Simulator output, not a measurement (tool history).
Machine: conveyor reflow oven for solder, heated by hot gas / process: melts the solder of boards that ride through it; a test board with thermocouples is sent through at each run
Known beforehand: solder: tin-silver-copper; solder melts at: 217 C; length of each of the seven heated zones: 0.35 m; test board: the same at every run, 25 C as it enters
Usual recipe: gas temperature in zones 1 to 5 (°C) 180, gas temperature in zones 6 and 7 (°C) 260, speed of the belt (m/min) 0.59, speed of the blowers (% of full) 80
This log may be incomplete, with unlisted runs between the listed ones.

run,day,gas temperature in zones 1 to 5 (°C),gas temperature in zones 6 and 7 (°C),speed of the belt (m/min),speed of the blowers (% of full),highest temperature of the board (°C),time above the solder's melting point (s)
1,0,180,260,0.59,80,248.9,54.2
2,0.162,176,260,0.59,80,248.7,52.3
3,0.379,176,260,0.59,80,248.5,52.2
4,0.771,176,260,0.59,80,248.6,52.2
5,1.112,176,260,0.59,80,248.5,52.1
6,1.4,180,260,0.59,58,242.7,46.4
7,1.767,180,260,0.59,58,242.7,46.8
8,2.012,180,260,0.59,58,242.9,46.7
9,2.242,180,260,0.59,58,242.8,47.4
10,2.458,180,260,0.59,58,242.8,47.1
11,2.783,180,260,0.59,80,249,53.9
12,3.371,180,260,0.59,80,247.6,52.3
13,3.529,180,260,0.59,80,247.7,52.2
14,3.821,180,260,0.59,80,247.9,52.4
15,4.1,180,260,0.59,80,247.9,52.7
16,4.346,168,249,0.674,71,229.6,23.3
17,4.546,180,249,0.486,65,239.6,57
18,4.85,180,249,0.486,65,240.1,56.8
19,5.238,165,260,0.556,63,241.9,43.9
20,5.788,180,260,0.59,79,251,55.7
21,6.179,191,267,0.59,79,258.7,64
22,6.4,173,260,0.59,69,247.1,49.9
23,6.733,180,273,0.509,54,258.9,69.3
24,7.058,186,271,0.522,82,264.7,73.1
25,7.438,194,260,0.535,80,254.8,70.5
26,7.8,174,261,0.535,80,253.3,61.8
27,8.133,174,261,0.535,80,253.4,61.6
28,8.45,174,261,0.535,80,253.4,61.9
29,8.667,174,261,0.535,80,253.5,61.8
30,8.942,180,258,0.677,80,245.7,44.6

The log once held 2 entries between its listed runs, left out of this copy. Where does each go, and what is different about the tool's unlogged condition between the listed run before it and the listed run after it?
From run 11 to run 12: flux residue cleaned out of gas plates and filters (day 3.025)
  heat that the gas passes to the board, % of a clean oven's: 90.8 -> 86; belt's true speed, % of the reading: 99.6 -> 99.58; true gas temperature in zones 6 and 7 over the reading, C: 1.82 -> 1.83
  what was measured, less what the result would be without the hidden state, highest temperature of the board (°C): -0.4 -> -1.7; time above the solder's melting point (s): -0.9 -> -2.1
From run 19 to run 20: flux residue cleaned out of gas plates and filters, once more (day 5.5)
  heat that the gas passes to the board, % of a clean oven's: 85.5 -> 99.5; belt's true speed, % of the reading: 99.53 -> 99.52; true gas temperature in zones 6 and 7 over the reading, C: 1.89 -> 1.9
  what was measured, less what the result would be without the hidden state, highest temperature of the board (°C): -2 -> +1.7; time above the solder's melting point (s): -3 -> +1.3

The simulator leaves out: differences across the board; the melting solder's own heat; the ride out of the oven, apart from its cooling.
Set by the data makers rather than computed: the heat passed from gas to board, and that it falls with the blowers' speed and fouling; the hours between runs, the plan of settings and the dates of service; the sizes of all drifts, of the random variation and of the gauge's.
